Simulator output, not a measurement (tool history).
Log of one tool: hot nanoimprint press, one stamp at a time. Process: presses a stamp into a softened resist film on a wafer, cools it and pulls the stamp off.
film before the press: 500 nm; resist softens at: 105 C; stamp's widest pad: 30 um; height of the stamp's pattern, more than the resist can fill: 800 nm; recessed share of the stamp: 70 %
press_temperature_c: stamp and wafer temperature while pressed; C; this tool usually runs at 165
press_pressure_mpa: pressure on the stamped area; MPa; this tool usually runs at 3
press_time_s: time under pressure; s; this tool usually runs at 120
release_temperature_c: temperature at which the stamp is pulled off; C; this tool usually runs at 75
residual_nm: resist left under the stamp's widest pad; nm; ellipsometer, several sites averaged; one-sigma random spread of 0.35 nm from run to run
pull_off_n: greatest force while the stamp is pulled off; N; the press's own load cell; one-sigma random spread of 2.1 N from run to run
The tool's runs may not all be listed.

| run | hour | press_temperature_c | press_pressure_mpa | press_time_s | release_temperature_c | residual_nm | pull_off_n |
|---|---|---|---|---|---|---|---|
| 1 | 0 | 165 | 3 | 120 | 75 | 199.2 | 93 |
| 2 | 26.3 | 165 | 3 | 120 | 75 | 198.9 | 96 |
|  | 33.5 | plate thermocouple calibrated |
| 3 | 49.5 | 165 | 3 | 120 | 75 | 196.8 | 94 |
| 4 | 63.5 | 165 | 3 | 120 | 75 | 197.2 | 101 |
| 5 | 77.1 | 165 | 3 | 120 | 75 | 196 | 103 |
| 6 | 91.3 | 171 | 3 | 120 | 75 | 141.7 | 104 |
| 7 | 114.8 | 171 | 3 | 184 | 75 | 119.3 | 104 |
| 8 | 137.8 | 171 | 3 | 184 | 75 | 118.7 | 107 |
| 9 | 151.2 | 171 | 3 | 184 | 75 | 118.5 | 111 |
|  | 160.1 | plate thermocouple calibrated, once more |
| 10 | 179.6 | 171 | 3 | 184 | 75 | 124.2 | 112 |
| 11 | 202.6 | 165 | 3 | 120 | 75 | 203.8 | 112 |
| 12 | 216.4 | 165 | 3 | 120 | 75 | 204.7 | 118 |
| 13 | 235.1 | 165 | 3 | 120 | 75 | 204.4 | 121 |
| 14 | 250.7 | 165 | 3 | 120 | 75 | 204.1 | 118 |
| 15 | 266.3 | 165 | 3 | 120 | 75 | 203.8 | 114 |
| 16 | 295.4 | 165 | 3 | 120 | 77 | 203.2 | 116 |
| 17 | 324.6 | 165 | 4.44 | 101 | 69 | 178.5 | 148 |
| 18 | 340.3 | 165 | 4.44 | 101 | 69 | 177.9 | 151 |
| 19 | 367.9 | 165 | 4.44 | 101 | 69 | 178.3 | 150 |
| 20 | 392.3 | 160 | 2.4 | 75 | 71 | 332.6 | 153 |
| 21 | 419.2 | 155 | 3 | 197 | 79 | 291.2 | 123 |
| 22 | 446.2 | 166 | 2.86 | 181 | 67 | 167.7 | 169 |
| 23 | 466.3 | 166 | 2.86 | 181 | 67 | 167.3 | 175 |
| 24 | 490.3 | 165 | 2.86 | 181 | 68 | 176.6 | 179 |
| 25 | 506.9 | 165 | 2.05 | 70 | 71 | 289.3 | 161 |
| 26 | 536.8 | 173 | 4.18 | 70 | 67 | 137.3 | 186 |

Estimate the outcome of run 27 from the log above:
| 27 | 562.3 | 166 | 3 | 76 | 66 | ? | ? |

Run 27 came out at residual_nm 226.6 nm, pull_off_n 199 N.
On a tool with no hidden condition, and with the same random variation, this run would have come out at residual_nm 227.9 nm, pull_off_n 117 N.
